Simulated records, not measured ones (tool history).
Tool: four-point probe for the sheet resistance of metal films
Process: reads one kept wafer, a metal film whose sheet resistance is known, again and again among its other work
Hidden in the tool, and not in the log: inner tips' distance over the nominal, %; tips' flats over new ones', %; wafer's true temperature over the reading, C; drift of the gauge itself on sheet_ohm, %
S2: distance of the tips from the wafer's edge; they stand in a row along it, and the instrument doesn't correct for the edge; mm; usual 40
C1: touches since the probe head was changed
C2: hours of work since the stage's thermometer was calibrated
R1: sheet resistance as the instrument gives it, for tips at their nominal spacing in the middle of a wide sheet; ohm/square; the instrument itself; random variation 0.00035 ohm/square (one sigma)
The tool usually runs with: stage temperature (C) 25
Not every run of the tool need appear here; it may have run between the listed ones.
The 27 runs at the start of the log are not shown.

{"hour": 2216.6, "done": "stage's thermometer calibrated"}
{"run": 28, "hour": 2234.3, "stage temperature (C)": 33, "S2": 8, "C1": 123980, "C2": 8, "R1": 1.796614}
{"run": 29, "hour": 2366.3, "stage temperature (C)": 19, "S2": 8, "C1": 126797, "C2": 70, "R1": 1.794991}
{"run": 30, "hour": 2426.2, "stage temperature (C)": 24, "S2": 5, "C1": 128076, "C2": 98, "R1": 1.831599}
{"run": 31, "hour": 2527.8, "stage temperature (C)": 18, "S2": 23, "C1": 130244, "C2": 145, "R1": 1.773487}
{"run": 32, "hour": 2613.4, "stage temperature (C)": 18, "S2": 23, "C1": 132072, "C2": 185, "R1": 1.774297}
{"run": 33, "hour": 2736.9, "stage temperature (C)": 33, "S2": 6, "C1": 134707, "C2": 242, "R1": 1.814979}
{"run": 34, "hour": 2844.5, "stage temperature (C)": 22, "S2": 19, "C1": 137003, "C2": 293, "R1": 1.776209}
{"run": 35, "hour": 2975.0, "stage temperature (C)": 33, "S2": 59, "C1": 139790, "C2": 353, "R1": 1.773765}
{"run": 36, "hour": 3038.2, "stage temperature (C)": 27, "S2": 25, "C1": 141140, "C2": 383, "R1": 1.774705}
{"run": 37, "hour": 3162.2, "stage temperature (C)": 29, "S2": 5, "C1": 143786, "C2": 441, "R1": 1.831829}
{"run": 38, "hour": 3290.7, "stage temperature (C)": 21, "S2": 14, "C1": 146529, "C2": 501, "R1": 1.778808}
{"run": 39, "hour": 3412.6, "stage temperature (C)": 30, "S2": 47, "C1": 149132, "C2": 557, "R1": 1.774147}
{"run": 40, "hour": 3522.9, "stage temperature (C)": 34, "S2": 6, "C1": 151486, "C2": 609, "R1": 1.815922}
{"run": 41, "hour": 3620.2, "stage temperature (C)": 26, "S2": 8, "C1": 153563, "C2": 654, "R1": 1.796039}
{"run": 42, "hour": 3733.5, "stage temperature (C)": 30, "S2": 4, "C1": 155980, "C2": 707, "R1": 1.863975}
{"run": 43, "hour": 3848.0, "stage temperature (C)": 30, "S2": 4, "C1": 158426, "C2": 760, "R1": 1.86439}
{"run": 44, "hour": 3978.1, "stage temperature (C)": 23, "S2": 9, "C1": 161203, "C2": 821, "R1": 1.790979}

Here are 3 independent what-if runs from the current tool condition. What would each one return?
{"run": "A", "hour": 4046.7, "stage temperature (C)": 19, "S2": 7, "C1": 162666, "C2": 853, "R1": "?"}
{"run": "B", "hour": 4046.7, "stage temperature (C)": 28, "S2": 40, "C1": 162666, "C2": 853, "R1": "?"}
{"run": "C", "hour": 4046.7, "stage temperature (C)": 24, "S2": 28, "C1": 162666, "C2": 853, "R1": "?"}

run=A R1=1.801716
run=B R1=1.773322
run=C R1=1.774157
What these runs would have given with no unlogged condition in the tool:
run=A R1=1.801516
run=B R1=1.773126
run=C R1=1.773961
